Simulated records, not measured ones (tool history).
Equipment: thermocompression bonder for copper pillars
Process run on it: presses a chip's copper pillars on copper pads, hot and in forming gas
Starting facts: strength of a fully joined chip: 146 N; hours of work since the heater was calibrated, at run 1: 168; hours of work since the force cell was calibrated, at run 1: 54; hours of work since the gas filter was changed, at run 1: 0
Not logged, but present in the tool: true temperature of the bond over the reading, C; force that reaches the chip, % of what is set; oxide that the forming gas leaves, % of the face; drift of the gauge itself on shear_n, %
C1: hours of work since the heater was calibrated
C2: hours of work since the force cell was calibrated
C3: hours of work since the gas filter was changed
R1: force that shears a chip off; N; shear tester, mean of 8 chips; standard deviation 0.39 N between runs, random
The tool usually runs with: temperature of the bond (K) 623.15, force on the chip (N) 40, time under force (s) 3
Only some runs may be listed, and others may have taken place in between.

run 1 hour=0 | temperature_of_the_bond_(K)=623.15 force_on_the_chip_(N)=40 time_under_force_(s)=3 | C1=168 C2=54 C3=0 | R1=74
run 2 hour=14.5 | temperature_of_the_bond_(K)=623.15 force_on_the_chip_(N)=40 time_under_force_(s)=3 | C1=179 C2=65 C3=11 | R1=74.9
run 3 hour=23.5 | temperature_of_the_bond_(K)=623.15 force_on_the_chip_(N)=40 time_under_force_(s)=3 | C1=186 C2=72 C3=18 | R1=73.2
run 4 hour=36.9 | temperature_of_the_bond_(K)=623.15 force_on_the_chip_(N)=40 time_under_force_(s)=3 | C1=196 C2=82 C3=28 | R1=73.5
run 5 hour=46.2 | temperature_of_the_bond_(K)=623.15 force_on_the_chip_(N)=40 time_under_force_(s)=3 | C1=203 C2=89 C3=35 | R1=72.8
run 6 hour=54 | temperature_of_the_bond_(K)=623.15 force_on_the_chip_(N)=29 time_under_force_(s)=3 | C1=209 C2=95 C3=41 | R1=61.4
run 7 hour=69.8 | temperature_of_the_bond_(K)=623.15 force_on_the_chip_(N)=40 time_under_force_(s)=3 | C1=221 C2=107 C3=53 | R1=73.5
run 8 hour=78.1 | temperature_of_the_bond_(K)=623.15 force_on_the_chip_(N)=40 time_under_force_(s)=3 | C1=227 C2=114 C3=60 | R1=73.1
run 9 hour=89.9 | temperature_of_the_bond_(K)=623.15 force_on_the_chip_(N)=40 time_under_force_(s)=3 | C1=236 C2=123 C3=69 | R1=72.6
run 10 hour=104.8 | temperature_of_the_bond_(K)=623.15 force_on_the_chip_(N)=40 time_under_force_(s)=3 | C1=248 C2=134 C3=80 | R1=72.5
run 11 hour=121.2 | temperature_of_the_bond_(K)=623.15 force_on_the_chip_(N)=40 time_under_force_(s)=3 | C1=260 C2=147 C3=93 | R1=72.6
-- hour=124.3 heater calibrated with a thermocouple chip
run 12 hour=132.8 | temperature_of_the_bond_(K)=623.15 force_on_the_chip_(N)=40 time_under_force_(s)=3 | C1=7 C2=154 C3=100 | R1=73.3
run 13 hour=149.5 | temperature_of_the_bond_(K)=623.15 force_on_the_chip_(N)=29 time_under_force_(s)=3 | C1=19 C2=167 C3=113 | R1=60.9
run 14 hour=159.8 | temperature_of_the_bond_(K)=623.15 force_on_the_chip_(N)=29 time_under_force_(s)=3 | C1=27 C2=175 C3=121 | R1=61.9
-- hour=169.3 heater calibrated with a thermocouple chip, once more
run 15 hour=177.3 | temperature_of_the_bond_(K)=623.15 force_on_the_chip_(N)=50 time_under_force_(s)=3 | C1=6 C2=186 C3=132 | R1=79.3
run 16 hour=191.8 | temperature_of_the_bond_(K)=650.15 force_on_the_chip_(N)=33 time_under_force_(s)=2 | C1=17 C2=197 C3=143 | R1=71
run 17 hour=202.3 | temperature_of_the_bond_(K)=623.15 force_on_the_chip_(N)=40 time_under_force_(s)=4 | C1=25 C2=206 C3=151 | R1=77
run 18 hour=217.4 | temperature_of_the_bond_(K)=623.15 force_on_the_chip_(N)=40 time_under_force_(s)=2 | C1=37 C2=217 C3=163 | R1=60.5
run 19 hour=232.3 | temperature_of_the_bond_(K)=608.15 force_on_the_chip_(N)=40 time_under_force_(s)=3 | C1=48 C2=228 C3=174 | R1=60.8
run 20 hour=246.3 | temperature_of_the_bond_(K)=602.15 force_on_the_chip_(N)=30 time_under_force_(s)=4 | C1=59 C2=239 C3=185 | R1=53.6
run 21 hour=259.5 | temperature_of_the_bond_(K)=649.15 force_on_the_chip_(N)=40 time_under_force_(s)=3 | C1=69 C2=249 C3=195 | R1=87.1
run 22 hour=271.7 | temperature_of_the_bond_(K)=649.15 force_on_the_chip_(N)=40 time_under_force_(s)=3 | C1=78 C2=259 C3=204 | R1=86.8
run 23 hour=286.8 | temperature_of_the_bond_(K)=613.15 force_on_the_chip_(N)=45 time_under_force_(s)=7 | C1=90 C2=270 C3=216 | R1=88.1
run 24 hour=295.7 | temperature_of_the_bond_(K)=604.15 force_on_the_chip_(N)=45 time_under_force_(s)=7 | C1=97 C2=277 C3=223 | R1=81.6
run 25 hour=309.4 | temperature_of_the_bond_(K)=650.15 force_on_the_chip_(N)=51 time_under_force_(s)=2 | C1=107 C2=287 C3=233 | R1=87.1
run 26 hour=319 | temperature_of_the_bond_(K)=604.15 force_on_the_chip_(N)=27 time_under_force_(s)=5 | C1=114 C2=295 C3=241 | R1=54.4
run 27 hour=325.8 | temperature_of_the_bond_(K)=623.15 force_on_the_chip_(N)=34 time_under_force_(s)=2 | C1=120 C2=300 C3=246 | R1=54.3
run 28 hour=339.1 | temperature_of_the_bond_(K)=623.15 force_on_the_chip_(N)=34 time_under_force_(s)=2 | C1=130 C2=310 C3=256 | R1=54.4

Entry by entry between the runs, the difference in hidden state between the last listed run before and the first listed run after:
Logged between run 11 and run 12: heater calibrated with a thermocouple chip (hour 124.3)
  true temperature of the bond over the reading, C: 2.1 -> 3.3; oxide that the forming gas leaves, % of the face: 2.73 -> 2.92
  what was measured, less what the result would be without the hidden state, R1: +0.2 -> +0.9 N
Logged between run 14 and run 15: heater calibrated with a thermocouple chip, once more (hour 169.3)
  true temperature of the bond over the reading, C: 3.4 -> 0.4; force that reaches the chip, % of what is set: 101.2 -> 101.3; oxide that the forming gas leaves, % of the face: 3.44 -> 3.74
  what was measured, less what the result would be without the hidden state, R1: +0.7 -> -1.9 N
